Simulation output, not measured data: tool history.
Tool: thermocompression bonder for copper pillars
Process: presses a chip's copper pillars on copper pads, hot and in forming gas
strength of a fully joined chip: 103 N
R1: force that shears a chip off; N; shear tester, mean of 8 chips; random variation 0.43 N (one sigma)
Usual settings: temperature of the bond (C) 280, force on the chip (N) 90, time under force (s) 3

run 1 hour=0 | temperature_of_the_bond_(C)=280 force_on_the_chip_(N)=90 time_under_force_(s)=3 | R1=43.5
run 2 hour=9.1 | temperature_of_the_bond_(C)=280 force_on_the_chip_(N)=90 time_under_force_(s)=3 | R1=43.1
run 3 hour=15.5 | temperature_of_the_bond_(C)=280 force_on_the_chip_(N)=90 time_under_force_(s)=3 | R1=42.6
run 4 hour=26.2 | temperature_of_the_bond_(C)=280 force_on_the_chip_(N)=90 time_under_force_(s)=3 | R1=43.6
run 5 hour=33.1 | temperature_of_the_bond_(C)=280 force_on_the_chip_(N)=90 time_under_force_(s)=3 | R1=43.1
run 6 hour=39.3 | temperature_of_the_bond_(C)=280 force_on_the_chip_(N)=90 time_under_force_(s)=3 | R1=43.2
run 7 hour=46.7 | temperature_of_the_bond_(C)=280 force_on_the_chip_(N)=90 time_under_force_(s)=3 | R1=42.4
run 8 hour=56.9 | temperature_of_the_bond_(C)=280 force_on_the_chip_(N)=90 time_under_force_(s)=3 | R1=43.4
run 9 hour=64.9 | temperature_of_the_bond_(C)=280 force_on_the_chip_(N)=90 time_under_force_(s)=3 | R1=43.7
run 10 hour=73.1 | temperature_of_the_bond_(C)=280 force_on_the_chip_(N)=90 time_under_force_(s)=3 | R1=44.2
run 11 hour=81.1 | temperature_of_the_bond_(C)=280 force_on_the_chip_(N)=90 time_under_force_(s)=3 | R1=43.6
run 12 hour=90.4 | temperature_of_the_bond_(C)=280 force_on_the_chip_(N)=90 time_under_force_(s)=3 | R1=42.9
run 13 hour=95.8 | temperature_of_the_bond_(C)=280 force_on_the_chip_(N)=90 time_under_force_(s)=3 | R1=43.2
run 14 hour=106.3 | temperature_of_the_bond_(C)=280 force_on_the_chip_(N)=90 time_under_force_(s)=3 | R1=43.1
run 15 hour=110.6 | temperature_of_the_bond_(C)=280 force_on_the_chip_(N)=90 time_under_force_(s)=3 | R1=42.9
run 16 hour=118.8 | temperature_of_the_bond_(C)=280 force_on_the_chip_(N)=90 time_under_force_(s)=3 | R1=42.9
run 17 hour=126.3 | temperature_of_the_bond_(C)=280 force_on_the_chip_(N)=90 time_under_force_(s)=2 | R1=36.5
run 18 hour=131.8 | temperature_of_the_bond_(C)=280 force_on_the_chip_(N)=90 time_under_force_(s)=2 | R1=37.1
run 19 hour=138.1 | temperature_of_the_bond_(C)=280 force_on_the_chip_(N)=92 time_under_force_(s)=3 | R1=44
run 20 hour=145.8 | temperature_of_the_bond_(C)=285 force_on_the_chip_(N)=90 time_under_force_(s)=3 | R1=45.3
run 21 hour=154 | temperature_of_the_bond_(C)=285 force_on_the_chip_(N)=90 time_under_force_(s)=3 | R1=46.4
run 22 hour=161.7 | temperature_of_the_bond_(C)=283 force_on_the_chip_(N)=131 time_under_force_(s)=3 | R1=61
run 23 hour=169.6 | temperature_of_the_bond_(C)=284 force_on_the_chip_(N)=76 time_under_force_(s)=2 | R1=33.9
run 24 hour=174.8 | temperature_of_the_bond_(C)=284 force_on_the_chip_(N)=76 time_under_force_(s)=2 | R1=34.4
run 25 hour=185.1 | temperature_of_the_bond_(C)=255 force_on_the_chip_(N)=76 time_under_force_(s)=4 | R1=28.3
run 26 hour=193 | temperature_of_the_bond_(C)=297 force_on_the_chip_(N)=57 time_under_force_(s)=2 | R1=30.6
run 27 hour=198.2 | temperature_of_the_bond_(C)=297 force_on_the_chip_(N)=57 time_under_force_(s)=2 | R1=29.9
run 28 hour=207.9 | temperature_of_the_bond_(C)=274 force_on_the_chip_(N)=62 time_under_force_(s)=3 | R1=27.4
run 29 hour=216.5 | temperature_of_the_bond_(C)=254 force_on_the_chip_(N)=90 time_under_force_(s)=3 | R1=28.5
run 30 hour=225.2 | temperature_of_the_bond_(C)=254 force_on_the_chip_(N)=90 time_under_force_(s)=3 | R1=28.7
run 31 hour=231.2 | temperature_of_the_bond_(C)=282 force_on_the_chip_(N)=71 time_under_force_(s)=4 | R1=40.9
run 32 hour=238.6 | temperature_of_the_bond_(C)=281 force_on_the_chip_(N)=111 time_under_force_(s)=4 | R1=57.7
run 33 hour=245.6 | temperature_of_the_bond_(C)=261 force_on_the_chip_(N)=90 time_under_force_(s)=3 | R1=32.8
run 34 hour=252.3 | temperature_of_the_bond_(C)=286 force_on_the_chip_(N)=64 time_under_force_(s)=6 | R1=45.2
run 35 hour=260.5 | temperature_of_the_bond_(C)=286 force_on_the_chip_(N)=78 time_under_force_(s)=6 | R1=53
run 36 hour=268.8 | temperature_of_the_bond_(C)=299 force_on_the_chip_(N)=78 time_under_force_(s)=6 | R1=61.3
run 37 hour=277.4 | temperature_of_the_bond_(C)=300 force_on_the_chip_(N)=90 time_under_force_(s)=2 | R1=48.8
run 38 hour=282.7 | temperature_of_the_bond_(C)=281 force_on_the_chip_(N)=70 time_under_force_(s)=2 | R1=29
run 39 hour=291.5 | temperature_of_the_bond_(C)=253 force_on_the_chip_(N)=58 time_under_force_(s)=8 | R1=27.3

Forecast each of these 5 alternatives for the next run:
run A hour=301.9 | temperature_of_the_bond_(C)=280 force_on_the_chip_(N)=90 time_under_force_(s)=6 | R1=?
run B hour=301.9 | temperature_of_the_bond_(C)=253 force_on_the_chip_(N)=79 time_under_force_(s)=8 | R1=?
run C hour=301.9 | temperature_of_the_bond_(C)=292 force_on_the_chip_(N)=71 time_under_force_(s)=2 | R1=?
run D hour=301.9 | temperature_of_the_bond_(C)=280 force_on_the_chip_(N)=93 time_under_force_(s)=3 | R1=?
run E hour=301.9 | temperature_of_the_bond_(C)=275 force_on_the_chip_(N)=111 time_under_force_(s)=8 | R1=?

run=A R1=54.4
run=B R1=36.7
run=C R1=34.6
run=D R1=44.8
run=E R1=66.6
Without the tool's hidden state the same runs would have given:
run=A R1=54.8
run=B R1=37
run=C R1=34.9
run=D R1=45.1
run=E R1=67

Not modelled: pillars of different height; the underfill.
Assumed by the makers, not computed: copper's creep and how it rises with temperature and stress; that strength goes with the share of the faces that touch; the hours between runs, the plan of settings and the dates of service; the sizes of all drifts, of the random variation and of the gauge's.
